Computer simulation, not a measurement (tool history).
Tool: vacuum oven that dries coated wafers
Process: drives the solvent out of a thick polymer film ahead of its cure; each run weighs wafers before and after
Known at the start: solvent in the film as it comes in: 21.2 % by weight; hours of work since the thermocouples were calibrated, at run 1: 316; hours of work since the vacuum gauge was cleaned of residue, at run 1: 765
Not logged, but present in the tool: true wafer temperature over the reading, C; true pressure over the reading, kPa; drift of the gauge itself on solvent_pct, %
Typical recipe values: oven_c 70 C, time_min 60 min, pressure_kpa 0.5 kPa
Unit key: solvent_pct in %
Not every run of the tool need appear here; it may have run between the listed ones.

run	hour	oven_c	time_min	pressure_kpa	hours of work since the thermocouples were calibrated	hours of work since the vacuum gauge was cleaned of residue	solvent_pct
1	0	70	60	0.5	316	765	1.1
2	24.7	70	60	0.5	333	782	1.07
3	69.3	70	60	0.5	364	813	1.14
4	98.6	70	60	0.614	384	833	1.17
5	124.8	70	60	1.386	402	851	1.62
6	148.8	70	60	1.386	418	867	1.6
7	171.8	70	60	1.386	434	883	1.76
8	218.4	70	60	1.386	466	915	1.71
9	251.4	70	60	0.719	488	937	1.3
10	283	70	60	0.719	510	959	1.32
11	321.1	70	60	0.76	536	985	1.37
12	341.2	70	60	1.395	550	999	1.68
13	365.3	70	60	1.395	566	1015	1.64
14	404.4	70	60	1.395	593	1042	1.76
15	431.2	70	51	0.5	612	1061	1.72
16	464.8	70	51	0.5	635	1084	1.75
17	502.2	70	51	0.5	660	1109	1.8
18	534.9	70	60	0.5	683	1132	1.23
19	567.1	70	60	0.5	705	1154	1.27
20	587.8	70	60	0.5	719	1168	1.35
21	617.2	70	60	0.5	739	1188	1.27
22	648.7	78	56	1.24	760	1209	0.81
# hour 691.6: vacuum gauge cleaned of residue and calibrated
23	691.6	68	56	0.454	789	0	1.71
24	730.9	62	60	0.5	816	27	3.2
# hour 759.4: oven's thermocouples calibrated
25	759.4	62	60	0.5	0	45	2.86
26	779.1	57	33	0.5	14	59	8.44
27	816.5	84	81	0.989	39	84	0.33
28	850.9	84	55	0.298	63	108	0.09
29	872.7	63	49	0.5	78	123	3.69
30	914.9	59	33	0.412	106	151	7.64
31	956.9	70	60	0.873	135	180	1.38
32	1000.8	78	60	0.873	165	210	0.48
33	1025	78	60	0.873	182	227	0.43
34	1060.7	64	94	0.381	206	251	0.87
35	1102.7	73	60	0.393	235	280	0.64
36	1128.1	73	60	0.393	252	297	0.7
37	1149.7	73	60	0.393	267	312	0.69
38	1193	73	60	0.393	297	342	0.63
39	1213.8	80	35	0.325	311	356	0.82
40	1256.1	80	35	0.325	340	385	0.81
41	1282	70	45	0.5	358	403	2.08
42	1308.8	70	45	0.5	376	421	2.07

Here are 5 independent what-if runs from the current tool condition. What would each one return?
A	1331.9	70	60	1.521	392	437	?
B	1331.9	60	96	0.344	392	437	?
C	1331.9	77	93	0.705	392	437	?
D	1331.9	70	79	1.946	392	437	?
E	1331.9	56	85	0.788	392	437	?

run	solvent_pct
A	1.71
B	1.76
C	0.4
D	1.5
E	3.83
The same runs, with their run-to-run variation unchanged, on a tool lacking any hidden condition would have given:
run	solvent_pct
A	1.49
B	1.46
C	0.34
D	1.32
E	3.39

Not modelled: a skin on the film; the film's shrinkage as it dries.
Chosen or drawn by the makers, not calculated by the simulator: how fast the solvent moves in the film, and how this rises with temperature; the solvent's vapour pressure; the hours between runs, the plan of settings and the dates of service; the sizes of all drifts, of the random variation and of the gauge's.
